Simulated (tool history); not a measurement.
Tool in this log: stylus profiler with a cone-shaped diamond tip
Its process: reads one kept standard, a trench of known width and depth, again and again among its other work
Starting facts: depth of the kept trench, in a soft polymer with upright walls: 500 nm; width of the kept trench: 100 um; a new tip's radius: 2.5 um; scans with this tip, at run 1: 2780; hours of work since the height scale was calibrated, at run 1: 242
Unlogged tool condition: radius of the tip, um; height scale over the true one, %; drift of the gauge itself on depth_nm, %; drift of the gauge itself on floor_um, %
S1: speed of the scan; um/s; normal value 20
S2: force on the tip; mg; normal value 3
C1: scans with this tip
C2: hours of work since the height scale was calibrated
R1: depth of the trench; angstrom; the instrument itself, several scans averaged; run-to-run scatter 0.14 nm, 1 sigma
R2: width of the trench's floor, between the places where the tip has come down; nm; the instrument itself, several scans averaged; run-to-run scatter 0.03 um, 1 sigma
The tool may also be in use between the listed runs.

run    hour  S1    S2     C1    C2      R1     R2
  1       0  20     3   2780   242    5072  96930
  2    55.6  20     3   3136   273  5071.9  96920
  3   168.2  20     3   3857   336  5070.6  96920
  4     223  20     3   4207   366  5072.2  96920
  5   349.7  20     3   5018   437  5071.1  96890
  6     433  20     3   5551   483  5071.2  96920
  7   538.7  20     3   6228   542  5074.4  96870
  8   607.7  20     3   6669   580  5072.5  96870
  9   694.2  20     3   7223   629  5070.9  96850
 10   784.9  20     3   7803   679  5071.2  96910
 11   879.5   6     3   8409   732    5071  96970
 12   993.9   6     3   9141   795  5071.8  96960
 13  1104.5  20     3   9849   857  5072.5  96870
 14  1179.5  20     3  10328   899  5070.3  96870
 15  1252.3  20     3  10794   939  5073.4  96880
 16  1320.3  20  2.72  11230   977  5066.5  96870
 17    1406  20  2.72  11778  1025  5069.4  96930
 18  1495.9  20     3  12353  1075  5072.6  96880
 19  1583.8  20     3  12916  1124  5071.4  96950
 20  1715.4  20     3  13758  1197  5069.5  96950
 21  1787.5  20     3  14219  1237  5072.7  96870
 22    1918  20     3  15055  1310  5072.9  96880
 23  2046.1  20     3  15875  1381  5071.5  96930
     2075.6  -- new tip fitted, height scale calibrated
 24  2161.1  20     3    547    48  5070.4  96930
 25  2231.9  20     3   1000    87    5068  96880
 26  2358.5  20     3   1810   158  5071.7  96870
 27  2432.8  79  7.91   2286   199  5135.1  96730
 28    2523  78  5.51   2863   249  5108.8  96700
 29  2629.3  56  1.31   3543   308  5037.7  96590
 30  2751.4  56  1.31   4324   376  5038.3  96630
 31  2878.8  46  3.28   5139   447  5075.3  96810
 32  2932.6  13  3.51   5484   477  5077.2  96920
 33  3048.6   6  2.55   6226   542  5062.6  96910
 34  3133.5   6  2.55   6770   589  5064.7  96980
 35  3234.7  10  3.59   7417   646  5079.2  96920
 36  3294.8  10  1.26   7802   679  5037.6  96870
 37    3421  31  1.68   8609   749  5046.9  96790
 38    3488  30  1.75   9038   787    5050  96800
 39  3583.4  25  8.23   9649   840  5140.8  96910
 40  3662.6  13  4.99  10155   884  5099.8  96920
 41  3785.9  18   3.7  10945   952  5083.8  96900
 42  3883.2  18  1.09  11567  1007  5035.8  96820
 43  3945.5   6  2.19  11966  1041  5058.7  96960

What if the next run were any one of these 4? Each begins from the tool's condition after run 43:
  A  4016.2  16  4.48  12419  1081   ?   ?
  B  4016.2   6  3.95  12419  1081   ?   ?
  C  4016.2   7     3  12419  1081   ?   ?
  D  4016.2   5  3.21  12419  1081   ?   ?

run      R1     R2
  A  5092.7  96930
  B  5085.3  96990
  C  5073.5  97030
  D  5073.3  96980
With the hidden condition removed and each run's random variation left untouched, the same runs would have given:
run      R1     R2
  A  5092.6  96950
  B  5085.2  97000
  C  5073.4  97050
  D  5073.2  97000
